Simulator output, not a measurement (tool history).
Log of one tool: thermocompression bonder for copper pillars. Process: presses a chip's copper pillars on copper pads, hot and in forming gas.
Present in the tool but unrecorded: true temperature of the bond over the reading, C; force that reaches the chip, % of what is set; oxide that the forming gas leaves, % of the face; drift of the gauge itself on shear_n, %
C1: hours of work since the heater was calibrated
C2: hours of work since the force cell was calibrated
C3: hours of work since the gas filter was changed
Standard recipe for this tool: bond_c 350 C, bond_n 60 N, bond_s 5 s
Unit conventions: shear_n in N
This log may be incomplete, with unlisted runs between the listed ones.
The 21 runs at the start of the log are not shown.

Run 22, hour 200.6: usual settings but bond_n 37 N; C1 586; C2 457; C3 439. Result: shear_n 40.6 N.
Run 23, hour 208.2: usual settings but bond_c 373 C, bond_n 43 N, bond_s 10 s; C1 592; C2 463; C3 445. Result: shear_n 67 N.
Run 24, hour 221.1: usual settings but bond_c 361 C, bond_n 58 N, bond_s 4 s; C1 603; C2 473; C3 456. Result: shear_n 53.9 N.
Run 25, hour 228.5: usual settings but bond_c 361 C, bond_n 58 N, bond_s 4 s; C1 608; C2 479; C3 461. Result: shear_n 53.8 N.
Run 26, hour 240.2: usual settings but bond_c 376 C, bond_s 6 s; C1 618; C2 488; C3 471. Result: shear_n 67.4 N.
Run 27, hour 253.1: usual settings but bond_c 376 C, bond_s 6 s; C1 628; C2 499; C3 481. Result: shear_n 67.7 N.
At hour 255.8: forming gas filter changed.
Run 28, hour 266.2: usual settings but bond_n 38 N, bond_s 3 s; C1 638; C2 509; C3 8. Result: shear_n 34 N.
Run 29, hour 272.6: usual settings but bond_c 370 C, bond_n 79 N, bond_s 14 s; C1 643; C2 514; C3 13. Result: shear_n 90.6 N.
Run 30, hour 278.1: usual settings but bond_c 360 C; C1 647; C2 518; C3 18. Result: shear_n 59 N.
Run 31, hour 290.2: usual settings but bond_c 323 C, bond_s 4 s; C1 657; C2 528; C3 27. Result: shear_n 41.2 N.
Run 32, hour 297.8: usual settings but bond_c 341 C, bond_n 49 N, bond_s 14 s; C1 663; C2 534; C3 33. Result: shear_n 65.2 N.
Run 33, hour 309.6: usual settings but bond_c 338 C, bond_s 3 s; C1 673; C2 543; C3 43. Result: shear_n 41.1 N.
Run 34, hour 318: usual settings but bond_c 338 C, bond_s 3 s; C1 679; C2 550; C3 49. Result: shear_n 42.4 N.
Run 35, hour 331.2: usual settings but bond_c 351 C, bond_n 61 N, bond_s 6 s; C1 690; C2 560; C3 60. Result: shear_n 59.7 N.
Run 36, hour 342: usual settings but bond_c 377 C; C1 698; C2 569; C3 68. Result: shear_n 65.9 N.
Run 37, hour 349.4: usual settings but bond_c 354 C, bond_s 4 s; C1 704; C2 575; C3 74. Result: shear_n 53.2 N.
Run 38, hour 356.1: usual settings but bond_n 68 N; C1 709; C2 580; C3 80. Result: shear_n 59.2 N.
Run 39, hour 365.4: usual settings but bond_c 360 C, bond_n 88 N; C1 717; C2 587; C3 87. Result: shear_n 72.5 N.

Below are 5 alternative next runs, each starting from the tool's condition after run 39. Predict each:
Run A, hour 372.6: usual settings but bond_c 352 C; C1 723; C2 593; C3 93. Result: shear_n ?.
Run B, hour 372.6: usual settings but bond_c 349 C, bond_n 90 N, bond_s 6 s; C1 723; C2 593; C3 93. Result: shear_n ?.
Run C, hour 372.6: usual settings but bond_c 327 C, bond_n 42 N, bond_s 6 s; C1 723; C2 593; C3 93. Result: shear_n ?.
Run D, hour 372.6: usual settings but bond_c 355 C, bond_n 71 N, bond_s 11 s; C1 723; C2 593; C3 93. Result: shear_n ?.
Run E, hour 372.6: usual settings but bond_c 362 C, bond_n 38 N; C1 723; C2 593; C3 93. Result: shear_n ?.

run  shear_n
  A     56.6
  B     72.9
  C       40
  D     79.1
  E     45.5
Take away the tool's hidden state, keep each run's random variation, and the runs would have read:
run  shear_n
  A     56.9
  B     73.2
  C     40.3
  D     79.5
  E     45.8
